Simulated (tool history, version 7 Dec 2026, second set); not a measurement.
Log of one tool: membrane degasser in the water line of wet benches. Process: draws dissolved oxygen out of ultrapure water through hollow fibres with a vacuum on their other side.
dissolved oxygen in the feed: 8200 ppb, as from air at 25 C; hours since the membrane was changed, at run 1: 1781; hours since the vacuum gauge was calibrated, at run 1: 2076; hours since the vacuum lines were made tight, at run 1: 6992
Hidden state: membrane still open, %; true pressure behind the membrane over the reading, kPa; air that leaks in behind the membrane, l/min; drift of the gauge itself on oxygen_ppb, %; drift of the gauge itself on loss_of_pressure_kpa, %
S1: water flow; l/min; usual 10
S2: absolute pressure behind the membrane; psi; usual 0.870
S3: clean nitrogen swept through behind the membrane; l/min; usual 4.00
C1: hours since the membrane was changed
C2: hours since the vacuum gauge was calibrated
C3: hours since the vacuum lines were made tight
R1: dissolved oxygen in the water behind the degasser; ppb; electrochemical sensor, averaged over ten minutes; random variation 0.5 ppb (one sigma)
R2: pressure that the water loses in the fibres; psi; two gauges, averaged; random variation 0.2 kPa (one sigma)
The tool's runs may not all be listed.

{"run": 1, "hour": 0.0, "S1": 10, "S2": 0.87, "S3": 4.0, "C1": 1781, "C2": 2076, "C3": 6992, "R1": 42.9, "R2": 6.775}
{"run": 2, "hour": 60.5, "S1": 10, "S2": 0.87, "S3": 4.0, "C1": 1841, "C2": 2136, "C3": 7052, "R1": 43.2, "R2": 6.801}
{"run": 3, "hour": 96.8, "S1": 10, "S2": 0.87, "S3": 4.0, "C1": 1878, "C2": 2172, "C3": 7089, "R1": 43.0, "R2": 6.759}
{"run": 4, "hour": 170.5, "S1": 10, "S2": 1.239, "S3": 4.0, "C1": 1951, "C2": 2246, "C3": 7162, "R1": 60.0, "R2": 6.854}
{"run": 5, "hour": 200.8, "S1": 10, "S2": 0.87, "S3": 4.0, "C1": 1982, "C2": 2276, "C3": 7193, "R1": 43.3, "R2": 6.824}
{"run": 6, "hour": 242.0, "S1": 10, "S2": 0.87, "S3": 4.0, "C1": 2023, "C2": 2318, "C3": 7234, "R1": 43.4, "R2": 6.76}
{"run": 7, "hour": 288.8, "S1": 10, "S2": 0.87, "S3": 4.0, "C1": 2070, "C2": 2364, "C3": 7281, "R1": 43.2, "R2": 6.843}
{"run": 8, "hour": 347.5, "S1": 10, "S2": 0.87, "S3": 4.0, "C1": 2128, "C2": 2423, "C3": 7339, "R1": 43.4, "R2": 6.812}
{"run": 9, "hour": 385.2, "S1": 10, "S2": 0.87, "S3": 2.63, "C1": 2166, "C2": 2461, "C3": 7377, "R1": 53.6, "R2": 6.836}
{"run": 10, "hour": 417.7, "S1": 10, "S2": 0.87, "S3": 2.63, "C1": 2199, "C2": 2493, "C3": 7409, "R1": 52.2, "R2": 6.827}
{"run": 11, "hour": 459.5, "S1": 10, "S2": 0.87, "S3": 2.63, "C1": 2240, "C2": 2535, "C3": 7451, "R1": 54.1, "R2": 6.827}
{"run": 12, "hour": 528.3, "S1": 10, "S2": 0.87, "S3": 2.63, "C1": 2309, "C2": 2604, "C3": 7520, "R1": 53.6, "R2": 6.805}
{"run": 13, "hour": 595.3, "S1": 7, "S2": 1.031, "S3": 7.6, "C1": 2376, "C2": 2671, "C3": 7587, "R1": 13.5, "R2": 4.783}
{"run": 14, "hour": 666.5, "S1": 7, "S2": 1.031, "S3": 7.6, "C1": 2447, "C2": 2742, "C3": 7658, "R1": 13.0, "R2": 4.811}

Forecast run 15:
{"run": 15, "hour": 723.7, "S1": 7, "S2": 1.031, "S3": 7.6, "C1": 2505, "C2": 2799, "C3": 7715, "R1": "?", "R2": "?"}

R1: 13.2 ppb
R2: 4.796 psi
Without the tool's hidden state the same run would have given R1 11.7 ppb, R2 4.693 psi.
